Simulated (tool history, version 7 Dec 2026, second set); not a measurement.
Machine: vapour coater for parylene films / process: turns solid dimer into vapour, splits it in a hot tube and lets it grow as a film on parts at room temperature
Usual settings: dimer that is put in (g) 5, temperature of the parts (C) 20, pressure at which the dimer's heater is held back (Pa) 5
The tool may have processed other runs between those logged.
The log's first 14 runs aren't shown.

run,hour,dimer that is put in (g),temperature of the parts (C),pressure at which the dimer's heater is held back (Pa),thickness of the film (µm)
15,700.9,5,21,5,3.36
16,754.7,5,21,5,3.31
17,810.4,5,21,3.39,3.64
18,878,5,15,3.39,4.43
19,918.8,5,15,3.39,4.52
# hour 957.9: trap's valve overhauled
20,991.3,5,15,3.39,4.49
21,1027.4,2,15,3.39,1.82
22,1083.8,2,15,3.39,1.83
23,1142.1,4,20,5,2.73
24,1173.3,4,24,5,2.36
25,1243.7,5,30,4.83,2.41
26,1272.1,3,30,4.83,1.43
# hour 1295.2: trap's valve overhauled
27,1313.1,4,26,4.83,2.24
28,1361.2,4,26,4.83,2.24
29,1398,2,26,4.83,1.09
30,1437,3,23,2.09,2.26
31,1488,3,14,4.07,2.72
32,1529.1,3,14,4.07,2.71
33,1570.9,3,14,4.07,2.71
34,1609.1,3,14,4.07,2.69
# hour 1631.7: trap's valve overhauled
35,1674.2,3,14,4.07,2.71
36,1704.4,3,15,6.47,2.32

Predict the results of run 37:
37,1763.5,3,15,6.47,?

thickness of the film (µm): 2.31
Were there no unlogged condition in the tool, this run, its random variation unchanged, would have produced thickness of the film (µm) 2.31.

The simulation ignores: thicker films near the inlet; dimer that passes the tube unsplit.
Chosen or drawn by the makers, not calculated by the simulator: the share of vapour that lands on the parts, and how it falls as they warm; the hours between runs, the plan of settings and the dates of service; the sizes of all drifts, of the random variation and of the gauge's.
